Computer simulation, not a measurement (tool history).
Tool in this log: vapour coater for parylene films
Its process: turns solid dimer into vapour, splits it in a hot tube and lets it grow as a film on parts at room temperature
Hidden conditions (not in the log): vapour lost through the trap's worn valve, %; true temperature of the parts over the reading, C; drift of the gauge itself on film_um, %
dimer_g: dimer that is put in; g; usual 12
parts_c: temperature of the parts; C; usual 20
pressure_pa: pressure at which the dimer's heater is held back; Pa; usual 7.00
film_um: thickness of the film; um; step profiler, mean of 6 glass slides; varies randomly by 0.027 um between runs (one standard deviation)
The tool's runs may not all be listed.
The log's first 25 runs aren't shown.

| run | hour | dimer_g | parts_c | pressure_pa | hours of work since the trap's valve was overhauled | hours of work since the table's thermometer was calibrated | film_um |
|---|---|---|---|---|---|---|---|
| 26 | 350.8 | 12 | 18 | 7.00 | 56 | 23 | 2.52 |
| 27 | 366.0 | 20 | 20 | 3.35 | 67 | 34 | 4.59 |
| 28 | 384.5 | 20 | 20 | 3.35 | 80 | 48 | 4.50 |
| 29 | 394.2 | 20 | 20 | 3.35 | 88 | 55 | 4.47 |
| 30 | 407.5 | 6 | 12 | 2.14 | 97 | 65 | 1.72 |
| 31 | 421.5 | 6 | 22 | 7.31 | 107 | 75 | 0.97 |
|  | 433.1 | table's thermometer calibrated, once more |
| 32 | 440.8 | 6 | 22 | 7.31 | 121 | 6 | 0.98 |
| 33 | 459.7 | 6 | 18 | 7.46 | 134 | 19 | 1.18 |
| 34 | 477.1 | 12 | 30 | 8.99 | 147 | 32 | 1.29 |
| 35 | 485.1 | 12 | 30 | 8.99 | 153 | 38 | 1.23 |
| 36 | 497.7 | 12 | 26 | 8.99 | 162 | 47 | 1.52 |
| 37 | 508.0 | 8 | 18 | 10.83 | 169 | 54 | 1.41 |
| 38 | 519.9 | 8 | 18 | 10.83 | 178 | 63 | 1.43 |
| 39 | 527.8 | 14 | 23 | 10.83 | 184 | 69 | 1.93 |

4 ways to go on from here, each from the tool as it stands after run 39. What would each give?
| A | 542.2 | 5 | 23 | 10.83 | 194 | 79 | ? |
| B | 542.2 | 15 | 22 | 9.15 | 194 | 79 | ? |
| C | 542.2 | 21 | 21 | 4.99 | 194 | 79 | ? |
| D | 542.2 | 15 | 23 | 3.64 | 194 | 79 | ? |

| run | film_um |
|---|---|
| A | 0.67 |
| B | 2.30 |
| C | 3.90 |
| D | 2.70 |
Without the tool's hidden state the same runs would have given:
| run | film_um |
|---|---|
| A | 0.70 |
| B | 2.41 |
| C | 4.09 |
| D | 2.83 |

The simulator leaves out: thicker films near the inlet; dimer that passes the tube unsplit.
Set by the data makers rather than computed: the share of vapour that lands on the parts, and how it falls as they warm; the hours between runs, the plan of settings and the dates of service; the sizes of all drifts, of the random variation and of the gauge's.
